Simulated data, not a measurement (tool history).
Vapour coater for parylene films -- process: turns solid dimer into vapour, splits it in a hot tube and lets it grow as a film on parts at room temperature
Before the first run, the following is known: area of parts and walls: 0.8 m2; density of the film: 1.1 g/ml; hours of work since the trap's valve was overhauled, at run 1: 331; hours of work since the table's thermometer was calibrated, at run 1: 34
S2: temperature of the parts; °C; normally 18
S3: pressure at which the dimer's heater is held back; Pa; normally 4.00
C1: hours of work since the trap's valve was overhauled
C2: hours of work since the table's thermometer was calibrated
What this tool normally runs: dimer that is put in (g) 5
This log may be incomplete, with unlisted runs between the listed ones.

Run 1, hour 0.0: usual settings; C1 331; C2 34. Result: thickness of the film (µm) 4.31.
Run 2, hour 14.8: usual settings; C1 341; C2 44. Result: thickness of the film (µm) 4.33.
Run 3, hour 21.5: usual settings; C1 345; C2 48. Result: thickness of the film (µm) 4.31.
Run 4, hour 28.1: usual settings; C1 349; C2 53. Result: thickness of the film (µm) 4.35.
Run 5, hour 36.1: usual settings; C1 355; C2 58. Result: thickness of the film (µm) 4.36.
Run 6, hour 52.1: usual settings; C1 365; C2 68. Result: thickness of the film (µm) 4.28.
Run 7, hour 60.1: usual settings but S2 15 °C; C1 371; C2 74. Result: thickness of the film (µm) 4.86.
Run 8, hour 70.7: usual settings but S2 20 °C; C1 378; C2 81. Result: thickness of the film (µm) 4.02.
Run 9, hour 85.3: usual settings but S2 20 °C; C1 387; C2 90. Result: thickness of the film (µm) 4.01.
Run 10, hour 97.2: usual settings; C1 395; C2 98. Result: thickness of the film (µm) 4.28.
Run 11, hour 104.2: usual settings; C1 400; C2 103. Result: thickness of the film (µm) 4.37.
Run 12, hour 115.3: usual settings but dimer that is put in (g) 7, S2 12 °C, S3 10.65 Pa; C1 407; C2 110. Result: thickness of the film (µm) 7.32.
Run 13, hour 122.1: usual settings but dimer that is put in (g) 7, S2 12 °C, S3 10.65 Pa; C1 412; C2 115. Result: thickness of the film (µm) 7.31.
Run 14, hour 132.3: usual settings but dimer that is put in (g) 7, S2 12 °C, S3 10.65 Pa; C1 418; C2 121. Result: thickness of the film (µm) 7.35.
Run 15, hour 147.8: usual settings but dimer that is put in (g) 7, S2 12 °C, S3 10.65 Pa; C1 429; C2 132. Result: thickness of the film (µm) 7.30.
Run 16, hour 155.5: usual settings but dimer that is put in (g) 6, S2 13 °C, S3 6.29 Pa; C1 434; C2 137. Result: thickness of the film (µm) 6.16.
Run 17, hour 168.6: usual settings but dimer that is put in (g) 6, S2 23 °C, S3 4.32 Pa; C1 442; C2 146. Result: thickness of the film (µm) 4.20.
Run 18, hour 182.8: usual settings but dimer that is put in (g) 3, S2 14 °C, S3 8.84 Pa; C1 452; C2 155. Result: thickness of the film (µm) 2.93.
At hour 191.7: trap's valve overhauled.
Run 19, hour 202.7: usual settings but S2 15 °C, S3 2.39 Pa; C1 7; C2 165. Result: thickness of the film (µm) 5.08.
Run 20, hour 216.4: usual settings but S2 22 °C, S3 2.39 Pa; C1 16; C2 175. Result: thickness of the film (µm) 3.76.
Run 21, hour 226.4: usual settings but S2 22 °C, S3 2.39 Pa; C1 23; C2 181. Result: thickness of the film (µm) 3.75.

Consider 4 possible next runs. They are alternatives, not a sequence: every one starts from the tool as it was left by run 21. What does each give?
Run A, hour 239.4: usual settings but S3 8.04 Pa; C1 32; C2 190. Result: thickness of the film (µm) ?.
Run B, hour 239.4: usual settings but S2 21 °C; C1 32; C2 190. Result: thickness of the film (µm) ?.
Run C, hour 239.4: usual settings but S2 22 °C, S3 5.21 Pa; C1 32; C2 190. Result: thickness of the film (µm) ?.
Run D, hour 239.4: usual settings but dimer that is put in (g) 8, S2 23 °C, S3 9.43 Pa; C1 32; C2 190. Result: thickness of the film (µm) ?.

run  thickness of the film (µm)
  A                        4.17
  B                        3.83
  C                        3.61
  D                        5.39
What these runs would have given with no unlogged condition in the tool:
run  thickness of the film (µm)
  A                        4.17
  B                        3.83
  C                        3.61
  D                        5.39
